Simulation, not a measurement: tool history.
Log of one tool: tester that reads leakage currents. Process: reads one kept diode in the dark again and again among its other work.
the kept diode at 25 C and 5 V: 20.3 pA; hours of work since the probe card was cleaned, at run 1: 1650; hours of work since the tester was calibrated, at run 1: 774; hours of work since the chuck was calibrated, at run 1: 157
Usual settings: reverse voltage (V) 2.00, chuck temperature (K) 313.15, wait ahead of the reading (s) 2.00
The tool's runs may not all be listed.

run	hour	reverse voltage (V)	chuck temperature (K)	wait ahead of the reading (s)	hours of work since the probe card was cleaned	hours of work since the tester was calibrated	hours of work since the chuck was calibrated	current that the tester gives (pA)
1	0.0	2.00	313.15	2.00	1650	774	157	45.52
2	42.2	2.00	313.15	2.00	1676	800	183	45.38
3	66.7	2.00	313.15	2.00	1691	816	199	45.42
4	94.0	2.00	313.15	2.00	1708	832	215	45.16
5	130.0	2.51	313.15	2.00	1730	855	238	51.55
6	164.7	2.51	313.15	2.00	1752	876	259	51.50
7	187.1	1.46	313.15	2.00	1766	890	273	37.19
8	222.8	1.46	313.15	2.00	1788	912	295	37.13
9	261.4	2.00	313.15	2.00	1812	936	319	45.19
10	311.4	2.00	313.15	2.00	1843	968	351	44.94
11	346.1	4.65	313.15	2.00	1865	989	372	73.80
12	392.8	4.65	313.15	2.00	1894	1018	401	74.19
13	422.0	4.65	313.15	2.00	1912	1036	419	74.56
14	448.9	4.65	313.15	2.00	1929	1053	436	73.87
15	498.5	4.65	313.15	2.00	1959	1084	467	73.79
16	527.2	4.65	313.15	2.00	1977	1102	485	74.00
17	569.9	4.65	313.15	2.00	2004	1128	511	73.26
18	622.8	6.74	299.15	3.08	2037	1161	544	30.24
19	650.2	1.03	295.15	2.40	2054	1178	561	6.71
20	678.9	2.00	313.15	2.00	2071	1196	579	44.07
21	721.3	15.02	316.15	1.39	2098	1222	605	189.53
22	769.8	15.02	316.15	1.39	2128	1252	635	189.74
23	801.4	2.00	313.15	4.34	2148	1272	655	43.67
24	854.2	2.00	328.15	0.61	2180	1305	688	141.63
25	896.8	2.00	332.15	0.36	2207	1331	714	190.89
26	944.6	2.00	332.15	0.36	2237	1361	744	191.58
27	966.5	2.00	332.15	0.36	2250	1375	758	190.44
28	991.6	4.39	294.15	4.65	2266	1390	773	15.35
29	1026.9	2.00	313.15	2.14	2288	1412	795	43.63
30	1059.0	8.95	332.15	0.96	2308	1432	815	457.79
31	1103.5	8.68	294.15	2.00	2335	1460	843	25.24
32	1150.9	2.00	313.15	0.73	2365	1489	872	43.70

Hidden state or all else? Some run-to-run changes of current that the tester gives (pA), split into what the settings, what came in and random variation would give without the hidden state, and what is left for the hidden state (with any gauge scatter that isn't in both results):
The hidden state here: stray current of the dirty probe card, pA a volt; current scale over the true one, %; true chuck temperature over the reading, C; drift of the gauge itself on leakage_pa, %.
Run 27 -> 28: reverse voltage (V) 2.00 -> 4.39, chuck temperature (K) 332.15 -> 294.15, wait ahead of the reading (s) 0.36 -> 4.65. current that the tester gives (pA) -175.09: hidden state +8.14, all else -183.23.
Run 29 -> 30: reverse voltage (V) 2.00 -> 8.95, chuck temperature (K) 313.15 -> 332.15, wait ahead of the reading (s) 2.14 -> 0.96. current that the tester gives (pA) +414.16: hidden state -12.70, all else +426.86.
Run 30 -> 31: reverse voltage (V) 8.95 -> 8.68, chuck temperature (K) 332.15 -> 294.15, wait ahead of the reading (s) 0.96 -> 2.00. current that the tester gives (pA) -432.55: hidden state +18.00, all else -450.55.
